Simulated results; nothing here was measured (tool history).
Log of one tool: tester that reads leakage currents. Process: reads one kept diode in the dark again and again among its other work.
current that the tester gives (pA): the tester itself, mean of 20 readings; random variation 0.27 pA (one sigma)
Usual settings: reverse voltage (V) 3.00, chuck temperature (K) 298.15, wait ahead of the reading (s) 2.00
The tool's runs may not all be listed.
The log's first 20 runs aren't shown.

| run | hour | reverse voltage (V) | chuck temperature (K) | wait ahead of the reading (s) | hours of work since the probe card was cleaned | hours of work since the tester was calibrated | hours of work since the chuck was calibrated | current that the tester gives (pA) |
|---|---|---|---|---|---|---|---|---|
| 21 | 1418.0 | 3.00 | 298.15 | 2.00 | 1291 | 2254 | 296 | 89.43 |
| 22 | 1509.2 | 3.00 | 297.15 | 2.26 | 1338 | 2302 | 344 | 81.71 |
| 23 | 1607.2 | 3.00 | 297.15 | 2.26 | 1389 | 2353 | 395 | 81.51 |
| 24 | 1683.9 | 2.69 | 302.15 | 0.30 | 1429 | 2393 | 435 | 119.47 |
|  | 1695.5 | tester calibrated |
| 25 | 1737.0 | 18.71 | 298.15 | 0.44 | 1456 | 22 | 462 | 194.44 |
| 26 | 1828.2 | 3.00 | 310.15 | 1.62 | 1503 | 69 | 509 | 226.53 |
| 27 | 1920.0 | 3.00 | 310.15 | 1.62 | 1551 | 117 | 557 | 225.67 |
| 28 | 2012.9 | 3.00 | 310.15 | 1.62 | 1600 | 166 | 606 | 225.09 |
| 29 | 2087.7 | 3.00 | 310.15 | 1.62 | 1639 | 205 | 645 | 224.63 |
| 30 | 2132.2 | 1.83 | 328.15 | 0.33 | 1662 | 228 | 668 | 693.70 |
| 31 | 2178.0 | 6.21 | 307.15 | 4.51 | 1686 | 252 | 692 | 232.39 |
|  | 2214.8 | tester calibrated, once more |
| 32 | 2269.7 | 3.00 | 307.15 | 2.00 | 1733 | 29 | 739 | 176.30 |
| 33 | 2335.6 | 2.24 | 298.15 | 2.00 | 1767 | 63 | 773 | 76.96 |
| 34 | 2414.0 | 1.08 | 303.15 | 2.01 | 1808 | 104 | 814 | 87.33 |
| 35 | 2511.7 | 1.85 | 298.15 | 0.39 | 1859 | 155 | 865 | 72.21 |
| 36 | 2560.5 | 4.77 | 296.15 | 2.00 | 1885 | 180 | 890 | 87.13 |
| 37 | 2628.1 | 1.04 | 296.15 | 2.00 | 1920 | 216 | 926 | 48.34 |
| 38 | 2712.1 | 1.04 | 296.15 | 2.00 | 1964 | 259 | 969 | 48.47 |
| 39 | 2783.8 | 2.26 | 331.15 | 7.32 | 2001 | 297 | 1007 | 896.26 |

5 ways to go on from here, each from the tool as it stands after run 39. What would each give?
| A | 2858.4 | 3.00 | 311.15 | 2.00 | 2040 | 336 | 1046 | ? |
| B | 2858.4 | 3.21 | 298.15 | 1.33 | 2040 | 336 | 1046 | ? |
| C | 2858.4 | 15.78 | 331.15 | 1.03 | 2040 | 336 | 1046 | ? |
| D | 2858.4 | 5.07 | 330.15 | 1.29 | 2040 | 336 | 1046 | ? |
| E | 2858.4 | 4.81 | 298.15 | 2.00 | 2040 | 336 | 1046 | ? |

| run | current that the tester gives (pA) |
|---|---|
| A | 233.97 |
| B | 86.80 |
| C | 1813.14 |
| D | 1115.80 |
| E | 101.72 |
Without the tool's hidden state the same runs would have given:
| run | current that the tester gives (pA) |
|---|---|
| A | 251.98 |
| B | 92.08 |
| C | 1940.24 |
| D | 1199.20 |
| E | 106.87 |
